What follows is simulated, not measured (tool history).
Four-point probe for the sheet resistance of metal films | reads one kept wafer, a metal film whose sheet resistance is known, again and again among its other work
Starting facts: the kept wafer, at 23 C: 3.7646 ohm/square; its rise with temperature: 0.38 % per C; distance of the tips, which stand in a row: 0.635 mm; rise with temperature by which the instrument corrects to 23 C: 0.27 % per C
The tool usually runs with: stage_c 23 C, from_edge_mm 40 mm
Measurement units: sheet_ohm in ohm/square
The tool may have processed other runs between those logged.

| run | day | stage_c | from_edge_mm | sheet_ohm |
|---|---|---|---|---|
| 1 | 0.000 | 23 | 40 | 3.738576 |
| 2 | 2.738 | 23 | 40 | 3.737568 |
| 3 | 6.467 | 23 | 40 | 3.737584 |
| 4 | 11.025 | 23 | 40 | 3.735306 |
| 5 | 15.979 | 23 | 40 | 3.735936 |
| 6 | 21.179 | 23 | 3 | 3.822197 |
| 7 | 24.817 | 23 | 40 | 3.733879 |
| 8 | 30.183 | 26 | 40 | 3.746773 |
| 9 | 33.804 | 30 | 40 | 3.759639 |
| 10 | 39.192 | 30 | 40 | 3.759414 |
| 11 | 44.071 | 30 | 40 | 3.759109 |
| 12 | 47.517 | 35 | 40 | 3.777197 |
| 13 | 52.017 | 34 | 40 | 3.772491 |
| 14 | 57.133 | 34 | 40 | 3.771689 |
| 15 | 61.188 | 34 | 40 | 3.771717 |
| 16 | 65.858 | 23 | 40 | 3.725446 |
| 17 | 68.121 | 23 | 8 | 3.737956 |
| 18 | 73.283 | 23 | 8 | 3.736270 |
| 19 | 77.312 | 23 | 27 | 3.725166 |
| 20 | 81.654 | 23 | 27 | 3.724104 |
| 21 | 86.875 | 23 | 27 | 3.723153 |
| 22 | 92.100 | 23 | 27 | 3.721848 |
| 23 | 95.171 | 23 | 27 | 3.721008 |
| 24 | 99.562 | 23 | 27 | 3.721117 |
| 25 | 103.404 | 26 | 4 | 3.780797 |
| 26 | 107.688 | 35 | 6 | 3.788718 |

Run 27 has not been measured yet. What should we expect?
| 27 | 112.500 | 23 | 25 | ? |

{"run 27": {"sheet_ohm": 3.718828}}
Minus the tool's unlogged condition, the same run would have read sheet_ohm 3.766676 ohm/square.
